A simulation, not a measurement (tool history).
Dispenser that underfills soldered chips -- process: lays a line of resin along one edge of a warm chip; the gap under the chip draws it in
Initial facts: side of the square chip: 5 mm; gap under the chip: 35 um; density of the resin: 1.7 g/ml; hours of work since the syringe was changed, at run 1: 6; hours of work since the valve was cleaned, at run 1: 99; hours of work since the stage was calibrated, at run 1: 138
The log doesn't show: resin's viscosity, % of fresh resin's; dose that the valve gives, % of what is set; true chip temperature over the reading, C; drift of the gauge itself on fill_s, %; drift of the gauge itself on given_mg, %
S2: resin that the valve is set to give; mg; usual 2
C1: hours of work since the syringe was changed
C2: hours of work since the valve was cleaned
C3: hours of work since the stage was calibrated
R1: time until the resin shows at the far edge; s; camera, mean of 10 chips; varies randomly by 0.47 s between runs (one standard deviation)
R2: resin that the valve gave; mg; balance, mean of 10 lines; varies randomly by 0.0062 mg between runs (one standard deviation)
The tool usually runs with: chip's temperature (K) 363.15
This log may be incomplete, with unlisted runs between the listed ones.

Run 1, hour 0: usual settings; C1 6; C2 99; C3 138. Result: R1 43.7 s, R2 1.878 mg.
At hour 5: dispensing valve cleaned and set on the balance.
At hour 8: new syringe of resin.
Run 2, hour 16.4: usual settings; C1 6; C2 8; C3 149. Result: R1 42.5 s, R2 1.999 mg.
At hour 23: new syringe of resin.
Run 3, hour 28.4: usual settings; C1 4; C2 17; C3 158. Result: R1 39.7 s, R2 1.982 mg.
Run 4, hour 35.9: usual settings; C1 9; C2 22; C3 163. Result: R1 48.4 s, R2 1.979 mg.
At hour 37.7: new syringe of resin.
Run 5, hour 46: usual settings; C1 6; C2 29; C3 170. Result: R1 43.5 s, R2 1.953 mg.
At hour 53.2: new syringe of resin.
Run 6, hour 57.5: usual settings; C1 3; C2 37; C3 179. Result: R1 39.3 s, R2 1.954 mg.
Run 7, hour 65.1: usual settings; C1 9; C2 43; C3 184. Result: R1 46.4 s, R2 1.935 mg.
At hour 67.8: new syringe of resin.
Run 8, hour 74.5: usual settings; C1 5; C2 49; C3 191. Result: R1 41.5 s, R2 1.927 mg.
At hour 82.8: new syringe of resin.
Run 9, hour 83.4: usual settings; C1 0; C2 55; C3 197. Result: R1 35.6 s, R2 1.916 mg.
Run 10, hour 94: usual settings; C1 8; C2 63; C3 205. Result: R1 47.5 s, R2 1.901 mg.
At hour 97.7: new syringe of resin.
Run 11, hour 108.6: usual settings; C1 8; C2 74; C3 215. Result: R1 46 s, R2 1.898 mg.
At hour 113: new syringe of resin.
Run 12, hour 122.1: usual settings; C1 7; C2 83; C3 224. Result: R1 43.2 s, R2 1.903 mg.
At hour 127.9: new syringe of resin.
Run 13, hour 131.8: usual settings but chip's temperature (K) 351.15; C1 3; C2 90; C3 231. Result: R1 56.5 s, R2 1.877 mg.
Run 14, hour 139.8: usual settings but chip's temperature (K) 351.15; C1 9; C2 96; C3 237. Result: R1 68.6 s, R2 1.879 mg.
At hour 143: new syringe of resin.
At hour 148.6: dispensing valve cleaned and set on the balance.
Run 15, hour 151.8: usual settings but chip's temperature (K) 351.15; C1 6; C2 2; C3 245. Result: R1 62.2 s, R2 1.999 mg.
At hour 159.1: new syringe of resin.
Run 16, hour 168.5: usual settings but S2 1.72 mg; C1 7; C2 14; C3 257. Result: R1 46.4 s, R2 1.713 mg.
At hour 175: new syringe of resin.
Run 17, hour 184.3: usual settings but S2 1.72 mg; C1 7; C2 25; C3 268. Result: R1 45.7 s, R2 1.692 mg.
At hour 189.5: new syringe of resin.
Run 18, hour 199.2: usual settings but S2 1.72 mg; C1 7; C2 36; C3 278. Result: R1 46.2 s, R2 1.69 mg.
At hour 205.2: new syringe of resin.
Run 19, hour 208.7: usual settings but chip's temperature (K) 354.15, S2 2.04 mg; C1 3; C2 43; C3 285. Result: R1 49.5 s, R2 1.983 mg.
Run 20, hour 217.4: usual settings but chip's temperature (K) 362.15, S2 2.01 mg; C1 9; C2 49; C3 291. Result: R1 47.8 s, R2 1.96 mg.
At hour 220.8: new syringe of resin.
Run 21, hour 229.9: usual settings but chip's temperature (K) 362.15, S2 2.01 mg; C1 7; C2 58; C3 300. Result: R1 43.6 s, R2 1.933 mg.
At hour 235.5: new syringe of resin.
Run 22, hour 247: usual settings but chip's temperature (K) 365.15, S2 2.46 mg; C1 8; C2 70; C3 312. Result: R1 42.7 s, R2 2.349 mg.
At hour 250.9: new syringe of resin.
Run 23, hour 255.6: usual settings but S2 2.44 mg; C1 3; C2 76; C3 318. Result: R1 37.1 s, R2 2.324 mg.
At hour 265.9: new syringe of resin.
Run 24, hour 267.1: usual settings but S2 2.44 mg; C1 1; C2 84; C3 327. Result: R1 34.8 s, R2 2.299 mg.
At hour 280.6: new syringe of resin.
Run 25, hour 283.5: usual settings but chip's temperature (K) 377.15, S2 2.1 mg; C1 2; C2 96; C3 338. Result: R1 24.5 s, R2 1.984 mg.
At hour 292.2: dispensing valve cleaned and set on the balance.
Run 26, hour 292.2: usual settings but chip's temperature (K) 369.15, S2 1.94 mg; C1 8; C2 0; C3 344. Result: R1 38.1 s, R2 1.941 mg.
At hour 296.4: new syringe of resin.
Run 27, hour 300.9: usual settings but chip's temperature (K) 373.15, S2 1.82 mg; C1 3; C2 6; C3 350. Result: R1 30 s, R2 1.8 mg.
Run 28, hour 310.2: usual settings but chip's temperature (K) 362.15, S2 2.08 mg; C1 10; C2 13; C3 357. Result: R1 48.6 s, R2 2.065 mg.
At hour 311.4: new syringe of resin.
Run 29, hour 322.7: usual settings but S2 1.99 mg; C1 8; C2 22; C3 365. Result: R1 44.8 s, R2 1.958 mg.
At hour 326.2: stage's temperature calibrated.
At hour 327.2: new syringe of resin.
Run 30, hour 331.8: usual settings but chip's temperature (K) 367.15, S2 2.06 mg; C1 3; C2 27; C3 4. Result: R1 36 s, R2 2.017 mg.
At hour 342.3: new syringe of resin.
Run 31, hour 343.7: usual settings but chip's temperature (K) 376.15, S2 2.06 mg; C1 1; C2 36; C3 12. Result: R1 24.7 s, R2 2.011 mg.
At hour 357.6: new syringe of resin.
Run 32, hour 357.6: usual settings but chip's temperature (K) 356.15, S2 1.89 mg; C1 0; C2 46; C3 22. Result: R1 46.9 s, R2 1.831 mg.
Run 33, hour 369.9: usual settings but chip's temperature (K) 356.15, S2 1.94 mg; C1 9; C2 54; C3 31. Result: R1 62.6 s, R2 1.872 mg.
At hour 372.6: new syringe of resin.
Run 34, hour 384.4: usual settings but chip's temperature (K) 356.15, S2 2.57 mg; C1 9; C2 65; C3 41. Result: R1 56.7 s, R2 2.463 mg.
At hour 387.9: new syringe of resin.
Run 35, hour 393.3: usual settings but chip's temperature (K) 358.15, S2 1.79 mg; C1 4; C2 71; C3 47. Result: R1 49.8 s, R2 1.697 mg.

Below are 3 alternative next runs, each starting from the tool's condition after run 35. Predict each:
At hour 402.5: new syringe of resin.
Run A, hour 409.6: usual settings but chip's temperature (K) 378.15, S2 2.33 mg; C1 5; C2 83; C3 59. Result: R1 ?, R2 ?.
At hour 402.5: new syringe of resin.
Run B, hour 409.6: usual settings but chip's temperature (K) 354.15, S2 2.25 mg; C1 5; C2 83; C3 59. Result: R1 ?, R2 ?.
At hour 402.5: new syringe of resin.
Run C, hour 409.6: usual settings but chip's temperature (K) 368.15, S2 1.77 mg; C1 5; C2 83; C3 59. Result: R1 ?, R2 ?.

run    R1     R2
  A  26.6  2.197
  B  55.6  2.125
  C    40  1.669
Had the tool no hidden state, the same runs would have come out as:
run    R1     R2
  A    22  2.323
  B  45.9  2.246
  C  32.6  1.764

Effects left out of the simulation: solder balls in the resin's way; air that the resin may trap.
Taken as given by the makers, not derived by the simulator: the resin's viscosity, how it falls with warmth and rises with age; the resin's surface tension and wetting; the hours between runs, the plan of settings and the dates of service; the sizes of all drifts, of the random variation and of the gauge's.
